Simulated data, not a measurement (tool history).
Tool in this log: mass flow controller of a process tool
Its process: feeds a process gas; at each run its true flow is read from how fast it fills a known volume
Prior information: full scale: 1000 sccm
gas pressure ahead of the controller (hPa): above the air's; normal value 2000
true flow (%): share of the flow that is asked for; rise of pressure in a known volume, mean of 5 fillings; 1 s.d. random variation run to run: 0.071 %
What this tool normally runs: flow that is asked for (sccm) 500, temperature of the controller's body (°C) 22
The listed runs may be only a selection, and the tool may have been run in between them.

| run | day | flow that is asked for (sccm) | gas pressure ahead of the controller (hPa) | temperature of the controller's body (°C) | true flow (%) |
|---|---|---|---|---|---|
| 1 | 0.000 | 500 | 2000 | 22 | 98.35 |
| 2 | 13.262 | 500 | 2000 | 22 | 98.11 |
| 3 | 27.221 | 500 | 2000 | 22 | 98.06 |
| 4 | 37.558 | 500 | 2000 | 22 | 97.99 |
| 5 | 49.688 | 500 | 2000 | 22 | 98.03 |
| 6 | 64.738 | 500 | 2000 | 22 | 97.90 |
| 7 | 78.008 | 500 | 2000 | 22 | 97.88 |
| 8 | 84.742 | 500 | 2000 | 22 | 97.74 |
| 9 | 99.029 | 500 | 2000 | 22 | 97.74 |
| 10 | 105.871 | 500 | 2000 | 22 | 97.75 |
| 11 | 114.375 | 500 | 2000 | 22 | 97.64 |
| 12 | 123.967 | 189 | 2000 | 22 | 96.82 |
| 13 | 133.421 | 189 | 2000 | 22 | 96.86 |
| 14 | 141.012 | 500 | 2000 | 22 | 97.38 |
| 15 | 153.454 | 500 | 2000 | 22 | 97.43 |
| 16 | 168.608 | 500 | 2000 | 22 | 97.31 |
| 17 | 176.946 | 500 | 2000 | 22 | 97.22 |
| 18 | 185.033 | 500 | 2280 | 22 | 97.37 |
| 19 | 198.825 | 500 | 2280 | 22 | 97.24 |
| 20 | 208.838 | 736 | 2280 | 22 | 97.62 |
| 21 | 219.362 | 462 | 2000 | 22 | 97.02 |
| 22 | 232.683 | 462 | 2000 | 22 | 96.99 |
| 23 | 241.058 | 462 | 2000 | 22 | 96.91 |
| 24 | 252.646 | 462 | 2000 | 22 | 96.73 |
| 25 | 267.788 | 543 | 1470 | 39 | 97.03 |
| 26 | 281.788 | 116 | 2420 | 21 | 94.56 |
| 27 | 295.438 | 116 | 2420 | 21 | 94.45 |
| 28 | 303.712 | 116 | 2420 | 21 | 94.38 |
| 29 | 315.375 | 102 | 1870 | 22 | 93.64 |
| 30 | 322.617 | 102 | 1870 | 22 | 93.48 |
| 31 | 332.538 | 348 | 2000 | 34 | 96.30 |
| 32 | 345.338 | 500 | 1620 | 32 | 96.46 |
| 33 | 359.450 | 500 | 1620 | 32 | 96.41 |
| 34 | 368.842 | 500 | 1620 | 32 | 96.37 |
|  | 372.767 | controller exchanged for a calibrated one |
| 35 | 377.683 | 148 | 1670 | 32 | 99.21 |
| 36 | 391.058 | 224 | 2730 | 22 | 99.45 |
| 37 | 398.675 | 224 | 2730 | 21 | 99.43 |
| 38 | 408.696 | 135 | 2730 | 30 | 99.31 |
| 39 | 415.829 | 115 | 1740 | 26 | 98.54 |
| 40 | 422.712 | 115 | 1740 | 26 | 98.42 |
| 41 | 432.900 | 500 | 2000 | 33 | 99.56 |
| 42 | 442.242 | 500 | 2000 | 22 | 99.14 |
| 43 | 457.817 | 913 | 1600 | 23 | 99.38 |
| 44 | 465.162 | 955 | 1680 | 20 | 99.22 |
| 45 | 472.275 | 564 | 2000 | 22 | 99.01 |
| 46 | 486.629 | 564 | 2000 | 22 | 98.98 |
| 47 | 494.267 | 564 | 2000 | 22 | 98.98 |

Pick out some run-to-run changes in true flow (%). Of each, how much would a tool without hidden state show as well, from the settings, what came in and chance, and how much is left for the hidden state and any gauge scatter not in both results compared?
Hidden state at play: flow at rest that the sensor doesn't see, % of full scale; true flow over the shown one, %; drift of the gauge itself on true_pct, %.
Run 25 -> 26: flow that is asked for (sccm) 543 -> 116, gas pressure ahead of the controller (hPa) 1470 -> 2420, temperature of the controller's body (°C) 39 -> 21. true flow (%) -2.47: hidden state -2.21, all else -0.26.
Run 30 -> 31: flow that is asked for (sccm) 102 -> 348, gas pressure ahead of the controller (hPa) 1870 -> 2000, temperature of the controller's body (°C) 22 -> 34. true flow (%) +2.82: hidden state +2.40, all else +0.42.
Run 34 -> 35: flow that is asked for (sccm) 500 -> 148, gas pressure ahead of the controller (hPa) 1620 -> 1670, controller exchanged for a calibrated one. true flow (%) +2.84: hidden state +3.09, all else -0.25.
